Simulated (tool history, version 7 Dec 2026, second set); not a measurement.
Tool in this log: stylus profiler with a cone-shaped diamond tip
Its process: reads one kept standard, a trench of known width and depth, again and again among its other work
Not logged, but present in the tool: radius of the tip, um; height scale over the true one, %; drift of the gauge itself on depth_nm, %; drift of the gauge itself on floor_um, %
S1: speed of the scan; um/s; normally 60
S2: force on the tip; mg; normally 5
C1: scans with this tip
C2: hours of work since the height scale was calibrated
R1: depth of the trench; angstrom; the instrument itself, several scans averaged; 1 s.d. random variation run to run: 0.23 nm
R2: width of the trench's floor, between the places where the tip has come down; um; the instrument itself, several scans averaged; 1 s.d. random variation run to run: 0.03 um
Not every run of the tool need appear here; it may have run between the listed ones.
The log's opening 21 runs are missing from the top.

run 22 day=58.65 | S1=17 S2=5 | C1=31768 C2=1134 | R1=10133 R2=92.47
-- day=59.071 height scale calibrated on a step standard
run 23 day=62.908 | S1=17 S2=5 | C1=32681 C2=61 | R1=10149.9 R2=92.49
run 24 day=66.425 | S1=17 S2=5 | C1=33438 C2=117 | R1=10147.6 R2=92.32
run 25 day=68.933 | S1=19 S2=14.96 | C1=33978 C2=157 | R1=10264.2 R2=92.35
-- day=69.346 new tip fitted, height scale calibrated
run 26 day=71.946 | S1=19 S2=14.96 | C1=559 C2=41 | R1=10218.5 R2=95.91
-- day=73.575 height scale calibrated on a step standard, once more
run 27 day=75.758 | S1=19 S2=14.96 | C1=1376 C2=35 | R1=10210.5 R2=95.83
run 28 day=79.696 | S1=60 S2=4.5 | C1=2224 C2=97 | R1=10099 R2=95.58
run 29 day=82.567 | S1=60 S2=4.5 | C1=2842 C2=143 | R1=10098.4 R2=95.43
run 30 day=86.092 | S1=30 S2=2.09 | C1=3601 C2=199 | R1=10060.5 R2=95.39

Run 31 is up next; what results do you expect?
run 31 day=88.021 | S1=30 S2=2.09 | C1=4017 C2=230 | R1=? R2=?

{"run 31": {"R1": 10063.6, "R2": 95.31}}
On a tool with no hidden condition, and with the same random variation, this run would have come out at R1 10058.5 angstrom, R2 95.87 um.

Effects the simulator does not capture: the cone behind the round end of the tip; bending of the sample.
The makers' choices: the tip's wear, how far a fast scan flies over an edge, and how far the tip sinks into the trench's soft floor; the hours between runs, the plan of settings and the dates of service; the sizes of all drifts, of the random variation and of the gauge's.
